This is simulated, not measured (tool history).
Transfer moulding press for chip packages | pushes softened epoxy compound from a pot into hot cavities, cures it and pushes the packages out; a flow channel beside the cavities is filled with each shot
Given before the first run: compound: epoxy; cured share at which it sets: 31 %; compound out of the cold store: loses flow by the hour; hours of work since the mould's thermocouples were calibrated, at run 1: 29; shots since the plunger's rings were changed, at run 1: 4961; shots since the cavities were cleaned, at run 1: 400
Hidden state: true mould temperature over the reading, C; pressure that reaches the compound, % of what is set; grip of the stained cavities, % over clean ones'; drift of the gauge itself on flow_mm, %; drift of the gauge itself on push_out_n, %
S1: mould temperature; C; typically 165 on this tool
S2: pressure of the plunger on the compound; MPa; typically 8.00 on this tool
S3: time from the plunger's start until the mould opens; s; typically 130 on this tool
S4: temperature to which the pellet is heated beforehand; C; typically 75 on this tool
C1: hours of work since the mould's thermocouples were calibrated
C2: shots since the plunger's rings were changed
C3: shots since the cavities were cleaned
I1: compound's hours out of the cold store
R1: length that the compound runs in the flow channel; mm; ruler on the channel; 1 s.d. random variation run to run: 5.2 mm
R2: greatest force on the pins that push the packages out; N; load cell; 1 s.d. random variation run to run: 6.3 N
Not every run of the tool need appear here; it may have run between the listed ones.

Run 1, day 0.000: usual settings; C1 29; C2 4961; C3 400; I1 36.6. Result: R1 527 mm, R2 329 N.
Run 2, day 0.462: usual settings; C1 38; C2 5081; C3 520; I1 41.8. Result: R1 507 mm, R2 339 N.
Run 3, day 0.946: usual settings; C1 47; C2 5206; C3 645; I1 29.3. Result: R1 548 mm, R2 370 N.
Run 4, day 1.262: usual settings; C1 53; C2 5287; C3 726; I1 47.6. Result: R1 484 mm, R2 360 N.
Run 5, day 1.533: usual settings; C1 58; C2 5358; C3 797; I1 15.2. Result: R1 606 mm, R2 387 N.
Run 6, day 1.908: usual settings; C1 65; C2 5454; C3 893; I1 18.7. Result: R1 583 mm, R2 393 N.
Run 7, day 2.396: usual settings; C1 74; C2 5580; C3 1019; I1 36.0. Result: R1 515 mm, R2 394 N.
At day 2.538: plunger's sealing rings changed.
At day 2.708: cavities cleaned with cleaning compound and waxed.
Run 8, day 3.046: usual settings; C1 83; C2 115; C3 87; I1 29.0. Result: R1 586 mm, R2 269 N.
Run 9, day 3.442: usual settings but S2 9.01 MPa; C1 91; C2 217; C3 189; I1 27.5. Result: R1 642 mm, R2 302 N.
Run 10, day 3.771: usual settings; C1 97; C2 302; C3 274; I1 47.7. Result: R1 521 mm, R2 287 N.
Run 11, day 4.104: usual settings but S2 7.29 MPa, S3 152 s, S4 69 C; C1 103; C2 389; C3 361; I1 10.2. Result: R1 645 mm, R2 279 N.
Run 12, day 4.558: usual settings but S1 168 C, S4 84 C; C1 112; C2 506; C3 478; I1 15.4. Result: R1 640 mm, R2 317 N.
Run 13, day 4.892: usual settings but S2 8.79 MPa; C1 118; C2 592; C3 564; I1 39.6. Result: R1 572 mm, R2 348 N.
Run 14, day 5.392: usual settings but S2 8.09 MPa; C1 127; C2 721; C3 693; I1 8.7. Result: R1 679 mm, R2 388 N.
Run 15, day 5.725: usual settings but S2 8.09 MPa; C1 134; C2 808; C3 780; I1 8.4. Result: R1 682 mm, R2 384 N.
Run 16, day 6.238: usual settings but S2 8.09 MPa, S4 67 C; C1 143; C2 940; C3 912; I1 19.0. Result: R1 630 mm, R2 410 N.
Run 17, day 6.467: usual settings but S1 171 C; C1 148; C2 998; C3 970; I1 9.7. Result: R1 667 mm, R2 342 N.
At day 6.850: cavities cleaned with cleaning compound and waxed.
Run 18, day 7.075: usual settings but S1 171 C; C1 158; C2 1140; C3 58; I1 9.3. Result: R1 650 mm, R2 222 N.
Run 19, day 7.571: usual settings but S1 171 C; C1 167; C2 1268; C3 186; I1 46.9. Result: R1 504 mm, R2 239 N.
Run 20, day 7.838: usual settings but S1 171 C; C1 172; C2 1337; C3 255; I1 8.4. Result: R1 655 mm, R2 246 N.

What if the next run were any one of these 3? Each begins from the tool's condition after run 20:
Run A, day 8.096: usual settings but S1 168 C, S3 160 s, S4 71 C; C1 177; C2 1404; C3 322; I1 14.1. Result: R1 ?, R2 ?.
Run B, day 8.096: usual settings but S1 171 C, S3 148 s; C1 177; C2 1404; C3 322; I1 8.3. Result: R1 ?, R2 ?.
Run C, day 8.096: usual settings but S1 171 C, S2 6.53 MPa; C1 177; C2 1404; C3 322; I1 13.7. Result: R1 ?, R2 ?.

run   R1   R2
  A  635  255
  B  661  256
  C  569  252
With the hidden condition removed and each run's random variation left untouched, the same runs would have given:
run   R1   R2
  A  648  203
  B  675  204
  C  581  201
